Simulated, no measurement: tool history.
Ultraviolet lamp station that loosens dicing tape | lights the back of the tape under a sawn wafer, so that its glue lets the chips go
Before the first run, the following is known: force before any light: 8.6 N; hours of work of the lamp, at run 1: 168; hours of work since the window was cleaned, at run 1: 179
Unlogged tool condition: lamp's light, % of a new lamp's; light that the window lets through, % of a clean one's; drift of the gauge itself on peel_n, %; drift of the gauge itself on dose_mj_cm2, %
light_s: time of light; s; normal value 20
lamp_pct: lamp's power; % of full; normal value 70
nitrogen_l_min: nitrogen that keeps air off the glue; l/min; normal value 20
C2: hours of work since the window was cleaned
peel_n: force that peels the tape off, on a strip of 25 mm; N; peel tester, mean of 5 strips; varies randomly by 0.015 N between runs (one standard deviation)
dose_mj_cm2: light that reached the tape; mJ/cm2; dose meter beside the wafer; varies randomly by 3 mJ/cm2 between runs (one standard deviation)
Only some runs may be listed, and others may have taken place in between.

Run 1, day 0: usual settings; hours of work of the lamp 168; C2 179. Result: peel_n 0.834 N, dose_mj_cm2 409 mJ/cm2.
Run 2, day 0.388: usual settings; hours of work of the lamp 173; C2 185. Result: peel_n 0.862 N, dose_mj_cm2 408 mJ/cm2.
Run 3, day 0.721: usual settings; hours of work of the lamp 178; C2 190. Result: peel_n 0.825 N, dose_mj_cm2 411 mJ/cm2.
Run 4, day 0.988: usual settings but nitrogen_l_min 26 l/min; hours of work of the lamp 182; C2 194. Result: peel_n 0.711 N, dose_mj_cm2 407 mJ/cm2.
Run 5, day 1.35: usual settings but nitrogen_l_min 26 l/min; hours of work of the lamp 187; C2 199. Result: peel_n 0.719 N, dose_mj_cm2 403 mJ/cm2.
Run 6, day 1.617: usual settings but nitrogen_l_min 10 l/min; hours of work of the lamp 191; C2 203. Result: peel_n 1.384 N, dose_mj_cm2 405 mJ/cm2.
Run 7, day 1.892: usual settings but nitrogen_l_min 10 l/min; hours of work of the lamp 194; C2 206. Result: peel_n 1.424 N, dose_mj_cm2 406 mJ/cm2.
Run 8, day 2.204: usual settings but nitrogen_l_min 10 l/min; hours of work of the lamp 199; C2 211. Result: peel_n 1.412 N, dose_mj_cm2 403 mJ/cm2.
Run 9, day 2.408: usual settings but light_s 27 s; hours of work of the lamp 202; C2 214. Result: peel_n 0.496 N, dose_mj_cm2 541 mJ/cm2.
Run 10, day 2.779: usual settings but nitrogen_l_min 11 l/min; hours of work of the lamp 207; C2 219. Result: peel_n 1.351 N, dose_mj_cm2 400 mJ/cm2.
Run 11, day 2.954: usual settings but nitrogen_l_min 11 l/min; hours of work of the lamp 210; C2 222. Result: peel_n 1.321 N, dose_mj_cm2 402 mJ/cm2.
Run 12, day 3.167: usual settings but nitrogen_l_min 11 l/min; hours of work of the lamp 213; C2 225. Result: peel_n 1.336 N, dose_mj_cm2 402 mJ/cm2.
Run 13, day 3.508: usual settings but nitrogen_l_min 14 l/min; hours of work of the lamp 218; C2 230. Result: peel_n 1.092 N, dose_mj_cm2 402 mJ/cm2.
Run 14, day 3.671: usual settings but light_s 35 s; hours of work of the lamp 220; C2 232. Result: peel_n 0.319 N, dose_mj_cm2 697 mJ/cm2.
Run 15, day 4.046: usual settings but light_s 35 s; hours of work of the lamp 225; C2 237. Result: peel_n 0.349 N, dose_mj_cm2 698 mJ/cm2.
Run 16, day 4.208: usual settings but light_s 35 s, lamp_pct 85 % of full, nitrogen_l_min 12 l/min; hours of work of the lamp 228; C2 240. Result: peel_n 0.348 N, dose_mj_cm2 843 mJ/cm2.
Run 17, day 4.538: usual settings but light_s 40 s, lamp_pct 85 % of full, nitrogen_l_min 9 l/min; hours of work of the lamp 232; C2 244. Result: peel_n 0.336 N, dose_mj_cm2 979 mJ/cm2.
Run 18, day 4.921: usual settings but light_s 25 s, lamp_pct 85 % of full, nitrogen_l_min 19 l/min; hours of work of the lamp 238; C2 250. Result: peel_n 0.415 N, dose_mj_cm2 605 mJ/cm2.
Run 19, day 5.088: usual settings but light_s 16 s, nitrogen_l_min 9 l/min; hours of work of the lamp 240; C2 252. Result: peel_n 2.186 N, dose_mj_cm2 314 mJ/cm2.
Run 20, day 5.404: usual settings but light_s 16 s, nitrogen_l_min 9 l/min; hours of work of the lamp 245; C2 257. Result: peel_n 2.17 N, dose_mj_cm2 325 mJ/cm2.
Run 21, day 5.7: usual settings but light_s 16 s, lamp_pct 62 % of full, nitrogen_l_min 9 l/min; hours of work of the lamp 249; C2 261. Result: peel_n 2.538 N, dose_mj_cm2 279 mJ/cm2.
Run 22, day 6.067: usual settings but light_s 16 s, lamp_pct 83 % of full, nitrogen_l_min 19 l/min; hours of work of the lamp 254; C2 266. Result: peel_n 1.026 N, dose_mj_cm2 371 mJ/cm2.
Run 23, day 6.312: usual settings but light_s 31 s; hours of work of the lamp 258; C2 270. Result: peel_n 0.407 N, dose_mj_cm2 612 mJ/cm2.
Run 24, day 6.65: usual settings but light_s 31 s, nitrogen_l_min 6 l/min; hours of work of the lamp 262; C2 274. Result: peel_n 0.966 N, dose_mj_cm2 609 mJ/cm2.
Run 25, day 7.004: usual settings but light_s 31 s, lamp_pct 99 % of full, nitrogen_l_min 11 l/min; hours of work of the lamp 267; C2 279. Result: peel_n 0.357 N, dose_mj_cm2 862 mJ/cm2.
Run 26, day 7.367: usual settings but light_s 31 s, lamp_pct 99 % of full, nitrogen_l_min 11 l/min; hours of work of the lamp 273; C2 285. Result: peel_n 0.343 N, dose_mj_cm2 858 mJ/cm2.

Below are 5 alternative next runs, each starting from the tool's condition after run 26. Predict each:
Run A, day 7.662: usual settings but lamp_pct 87 % of full; hours of work of the lamp 277; C2 289. Result: peel_n ?, dose_mj_cm2 ?.
Run B, day 7.662: usual settings but light_s 31 s, lamp_pct 62 % of full, nitrogen_l_min 23 l/min; hours of work of the lamp 277; C2 289. Result: peel_n ?, dose_mj_cm2 ?.
Run C, day 7.662: usual settings but light_s 23 s, lamp_pct 95 % of full, nitrogen_l_min 11 l/min; hours of work of the lamp 277; C2 289. Result: peel_n ?, dose_mj_cm2 ?.
Run D, day 7.662: usual settings but light_s 31 s, lamp_pct 99 % of full, nitrogen_l_min 17 l/min; hours of work of the lamp 277; C2 289. Result: peel_n ?, dose_mj_cm2 ?.
Run E, day 7.662: usual settings but light_s 33 s; hours of work of the lamp 277; C2 289. Result: peel_n ?, dose_mj_cm2 ?.

run  peel_n  dose_mj_cm2
  A   0.603          482
  B   0.457          538
  C   0.601          612
  D   0.294          858
  E    0.38          643
With the hidden condition removed and each run's random variation left untouched, the same runs would have given:
run  peel_n  dose_mj_cm2
  A   0.488          543
  B    0.38          605
  C   0.484          689
  D   0.273          966
  E   0.328          724

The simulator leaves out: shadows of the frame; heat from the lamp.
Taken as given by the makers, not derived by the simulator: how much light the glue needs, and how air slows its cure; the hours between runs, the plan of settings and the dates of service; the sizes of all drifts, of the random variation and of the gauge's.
